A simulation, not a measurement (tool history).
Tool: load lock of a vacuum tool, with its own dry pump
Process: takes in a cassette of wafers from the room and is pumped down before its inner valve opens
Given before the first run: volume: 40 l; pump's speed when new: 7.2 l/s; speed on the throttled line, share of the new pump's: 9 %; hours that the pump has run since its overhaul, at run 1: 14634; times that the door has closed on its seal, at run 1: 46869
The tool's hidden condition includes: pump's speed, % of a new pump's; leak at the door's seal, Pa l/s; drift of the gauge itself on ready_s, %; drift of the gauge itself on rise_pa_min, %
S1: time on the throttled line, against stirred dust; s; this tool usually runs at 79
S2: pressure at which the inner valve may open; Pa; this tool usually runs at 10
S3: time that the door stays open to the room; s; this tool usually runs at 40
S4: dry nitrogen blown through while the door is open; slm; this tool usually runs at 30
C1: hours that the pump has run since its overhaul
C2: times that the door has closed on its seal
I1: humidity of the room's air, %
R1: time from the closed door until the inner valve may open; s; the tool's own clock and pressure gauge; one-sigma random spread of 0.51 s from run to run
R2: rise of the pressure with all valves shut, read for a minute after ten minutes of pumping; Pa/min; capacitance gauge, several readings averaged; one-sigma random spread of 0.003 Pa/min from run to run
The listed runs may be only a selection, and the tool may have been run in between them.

| run | hour | S1 | S2 | S3 | S4 | C1 | C2 | I1 | R1 | R2 |
|---|---|---|---|---|---|---|---|---|---|---|
| 1 | 0.0 | 79 | 10 | 40 | 30 | 14634 | 46869 | 44.3 | 129.4 | 0.378 |
|  | 97.4 | dry pump taken out, an overhauled one fitted |
| 2 | 196.1 | 79 | 10 | 40 | 30 | 99 | 47314 | 42.8 | 122.1 | 0.383 |
| 3 | 515.8 | 79 | 14 | 40 | 30 | 418 | 48062 | 47.4 | 121.7 | 0.389 |
| 4 | 700.4 | 79 | 10 | 40 | 30 | 603 | 48494 | 47.2 | 123.1 | 0.399 |
| 5 | 1021.2 | 79 | 10 | 40 | 30 | 924 | 49245 | 41.6 | 123.1 | 0.410 |
| 6 | 1477.3 | 145 | 10 | 40 | 30 | 1380 | 50312 | 43.5 | 183.1 | 0.431 |
| 7 | 1778.4 | 145 | 10 | 40 | 30 | 1681 | 51017 | 48.8 | 182.4 | 0.436 |
| 8 | 2186.7 | 145 | 10 | 40 | 30 | 2089 | 51972 | 45.0 | 183.5 | 0.457 |
|  | 2330.5 | door's seal changed, seat wiped |
| 9 | 2612.4 | 79 | 10 | 40 | 30 | 2513 | 659 | 44.4 | 123.3 | 0.024 |
| 10 | 3051.4 | 79 | 10 | 40 | 30 | 2953 | 1687 | 43.9 | 123.4 | 0.017 |
| 11 | 3465.9 | 79 | 10 | 40 | 30 | 3367 | 2657 | 45.2 | 123.7 | 0.021 |
| 12 | 3702.5 | 79 | 10 | 40 | 30 | 3604 | 3210 | 47.7 | 123.5 | 0.020 |
| 13 | 3917.3 | 79 | 10 | 40 | 30 | 3818 | 3713 | 44.2 | 123.7 | 0.029 |
| 14 | 4282.0 | 79 | 10 | 40 | 30 | 4183 | 4566 | 44.7 | 124.1 | 0.029 |
| 15 | 4730.2 | 119 | 10 | 40 | 30 | 4631 | 5615 | 46.0 | 161.3 | 0.034 |
| 16 | 5055.5 | 79 | 10 | 40 | 30 | 4957 | 6376 | 47.2 | 125.3 | 0.033 |
| 17 | 5468.7 | 79 | 10 | 40 | 30 | 5370 | 7343 | 45.6 | 124.1 | 0.046 |
| 18 | 5918.1 | 79 | 10 | 40 | 30 | 5819 | 8395 | 48.1 | 124.8 | 0.045 |
| 19 | 6275.0 | 79 | 10 | 102 | 33 | 6176 | 9230 | 45.2 | 125.0 | 0.060 |
| 20 | 6473.3 | 137 | 8 | 42 | 21 | 6374 | 9694 | 44.9 | 179.0 | 0.056 |
| 21 | 6909.6 | 126 | 11 | 218 | 4 | 6811 | 10715 | 39.6 | 166.4 | 0.110 |
| 22 | 7219.6 | 153 | 12 | 57 | 8 | 7121 | 11440 | 46.7 | 191.0 | 0.072 |
| 23 | 7472.7 | 67 | 10 | 219 | 30 | 7374 | 12033 | 47.2 | 113.4 | 0.094 |
| 24 | 7746.0 | 46 | 17 | 32 | 7 | 7647 | 12672 | 45.2 | 92.6 | 0.071 |
| 25 | 8010.9 | 133 | 10 | 40 | 5 | 7912 | 13292 | 43.1 | 173.9 | 0.085 |
| 26 | 8397.7 | 52 | 13 | 83 | 5 | 8299 | 14197 | 45.5 | 99.3 | 0.105 |
| 27 | 8721.3 | 52 | 13 | 83 | 5 | 8622 | 14954 | 47.1 | 98.6 | 0.101 |
| 28 | 9071.3 | 135 | 19 | 129 | 5 | 8972 | 15773 | 42.1 | 171.3 | 0.125 |
| 29 | 9303.0 | 135 | 19 | 129 | 5 | 9204 | 16315 | 44.7 | 174.1 | 0.123 |
| 30 | 9664.4 | 135 | 19 | 129 | 5 | 9566 | 17161 | 42.7 | 172.6 | 0.133 |
| 31 | 10045.2 | 88 | 13 | 54 | 8 | 9946 | 18052 | 45.4 | 132.1 | 0.113 |
| 32 | 10312.2 | 46 | 13 | 54 | 25 | 10213 | 18677 | 46.3 | 95.0 | 0.111 |
| 33 | 10766.0 | 46 | 13 | 52 | 11 | 10667 | 19739 | 47.1 | 95.4 | 0.127 |
| 34 | 11107.0 | 46 | 13 | 52 | 11 | 11008 | 20536 | 41.5 | 94.7 | 0.126 |
| 35 | 11471.3 | 46 | 13 | 52 | 11 | 11372 | 21389 | 44.7 | 95.1 | 0.131 |
| 36 | 11767.4 | 51 | 10 | 31 | 30 | 11668 | 22082 | 43.7 | 100.9 | 0.125 |

Subtracting, for every run, the result it would have given without the tool's unlogged condition from the measured result gives the following. The same run-to-run variation enters both numbers; the gauge's scatter may not:
| run | R1 | R2 |
|---|---|---|
| 1 | +6.0 | +0.373 |
| 2 | -0.7 | +0.370 |
| 3 | -0.6 | +0.379 |
| 4 | -0.6 | +0.382 |
| 5 | -0.4 | +0.400 |
| 6 | -0.2 | +0.419 |
| 7 | -0.2 | +0.424 |
| 8 | -0.1 | +0.440 |
| 9 | +0.1 | +0.003 |
| 10 | +0.2 | +0.006 |
| 11 | +0.3 | +0.009 |
| 12 | +0.4 | +0.011 |
| 13 | +0.5 | +0.013 |
| 14 | +0.6 | +0.016 |
| 15 | +0.8 | +0.020 |
| 16 | +0.9 | +0.023 |
| 17 | +1.0 | +0.028 |
| 18 | +1.2 | +0.034 |
| 19 | +1.4 | +0.038 |
| 20 | +1.4 | +0.040 |
| 21 | +1.4 | +0.045 |
| 22 | +1.4 | +0.049 |
| 23 | +1.7 | +0.052 |
| 24 | +1.8 | +0.055 |
| 25 | +1.7 | +0.059 |
| 26 | +2.1 | +0.064 |
| 27 | +2.3 | +0.068 |
| 28 | +2.0 | +0.075 |
| 29 | +2.0 | +0.078 |
| 30 | +2.2 | +0.082 |
| 31 | +2.6 | +0.088 |
| 32 | +3.0 | +0.094 |
| 33 | +3.1 | +0.098 |
| 34 | +3.3 | +0.105 |
| 35 | +3.4 | +0.111 |
| 36 | +3.5 | +0.117 |

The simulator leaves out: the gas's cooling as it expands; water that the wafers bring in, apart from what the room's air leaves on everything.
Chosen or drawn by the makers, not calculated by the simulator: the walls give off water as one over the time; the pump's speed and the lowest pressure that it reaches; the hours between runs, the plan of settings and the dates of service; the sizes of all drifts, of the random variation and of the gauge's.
